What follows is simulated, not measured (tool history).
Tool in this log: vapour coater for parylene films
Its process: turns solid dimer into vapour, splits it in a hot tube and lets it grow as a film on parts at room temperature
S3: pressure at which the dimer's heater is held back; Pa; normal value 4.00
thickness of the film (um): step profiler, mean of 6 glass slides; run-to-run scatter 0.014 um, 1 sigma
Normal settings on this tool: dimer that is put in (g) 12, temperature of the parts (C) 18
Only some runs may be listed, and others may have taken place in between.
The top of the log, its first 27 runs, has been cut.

run 28 hour=747.2 | dimer_that_is_put_in_(g)=14 temperature_of_the_parts_(C)=18 S3=9.47 | thickness_of_the_film_(um)=1.99
run 29 hour=779.2 | dimer_that_is_put_in_(g)=14 temperature_of_the_parts_(C)=18 S3=9.47 | thickness_of_the_film_(um)=2.00
run 30 hour=808.9 | dimer_that_is_put_in_(g)=8 temperature_of_the_parts_(C)=19 S3=3.23 | thickness_of_the_film_(um)=1.35
run 31 hour=840.7 | dimer_that_is_put_in_(g)=6 temperature_of_the_parts_(C)=17 S3=4.49 | thickness_of_the_film_(um)=1.00
run 32 hour=881.8 | dimer_that_is_put_in_(g)=6 temperature_of_the_parts_(C)=17 S3=4.49 | thickness_of_the_film_(um)=1.02
run 33 hour=914.8 | dimer_that_is_put_in_(g)=6 temperature_of_the_parts_(C)=17 S3=4.49 | thickness_of_the_film_(um)=1.01
run 34 hour=938.0 | dimer_that_is_put_in_(g)=6 temperature_of_the_parts_(C)=17 S3=4.49 | thickness_of_the_film_(um)=0.97
run 35 hour=966.7 | dimer_that_is_put_in_(g)=17 temperature_of_the_parts_(C)=20 S3=7.60 | thickness_of_the_film_(um)=2.39
run 36 hour=1003.8 | dimer_that_is_put_in_(g)=17 temperature_of_the_parts_(C)=20 S3=7.60 | thickness_of_the_film_(um)=2.36
run 37 hour=1041.2 | dimer_that_is_put_in_(g)=17 temperature_of_the_parts_(C)=20 S3=7.60 | thickness_of_the_film_(um)=2.36
run 38 hour=1066.1 | dimer_that_is_put_in_(g)=17 temperature_of_the_parts_(C)=15 S3=5.25 | thickness_of_the_film_(um)=2.89
run 39 hour=1104.8 | dimer_that_is_put_in_(g)=9 temperature_of_the_parts_(C)=17 S3=3.42 | thickness_of_the_film_(um)=1.58
run 40 hour=1124.4 | dimer_that_is_put_in_(g)=8 temperature_of_the_parts_(C)=19 S3=3.42 | thickness_of_the_film_(um)=1.31
run 41 hour=1145.3 | dimer_that_is_put_in_(g)=8 temperature_of_the_parts_(C)=13 S3=3.42 | thickness_of_the_film_(um)=1.55
run 42 hour=1182.4 | dimer_that_is_put_in_(g)=8 temperature_of_the_parts_(C)=13 S3=3.42 | thickness_of_the_film_(um)=1.56
run 43 hour=1222.9 | dimer_that_is_put_in_(g)=8 temperature_of_the_parts_(C)=13 S3=3.66 | thickness_of_the_film_(um)=1.57
run 44 hour=1262.3 | dimer_that_is_put_in_(g)=9 temperature_of_the_parts_(C)=25 S3=5.37 | thickness_of_the_film_(um)=1.16
run 45 hour=1288.0 | dimer_that_is_put_in_(g)=9 temperature_of_the_parts_(C)=25 S3=8.34 | thickness_of_the_film_(um)=1.09

Alternative continuations, all from the tool just after run 45; predict every row:
run A hour=1326.7 | dimer_that_is_put_in_(g)=17 temperature_of_the_parts_(C)=19 S3=8.34 | thickness_of_the_film_(um)=?
run B hour=1326.7 | dimer_that_is_put_in_(g)=9 temperature_of_the_parts_(C)=11 S3=10.08 | thickness_of_the_film_(um)=?
run C hour=1326.7 | dimer_that_is_put_in_(g)=9 temperature_of_the_parts_(C)=25 S3=2.19 | thickness_of_the_film_(um)=?

run=A thickness_of_the_film_(um)=2.37
run=B thickness_of_the_film_(um)=1.49
run=C thickness_of_the_film_(um)=1.37
Stripped of hidden state, with their random variation kept, the same runs would have yielded:
run=A thickness_of_the_film_(um)=2.38
run=B thickness_of_the_film_(um)=1.50
run=C thickness_of_the_film_(um)=1.37

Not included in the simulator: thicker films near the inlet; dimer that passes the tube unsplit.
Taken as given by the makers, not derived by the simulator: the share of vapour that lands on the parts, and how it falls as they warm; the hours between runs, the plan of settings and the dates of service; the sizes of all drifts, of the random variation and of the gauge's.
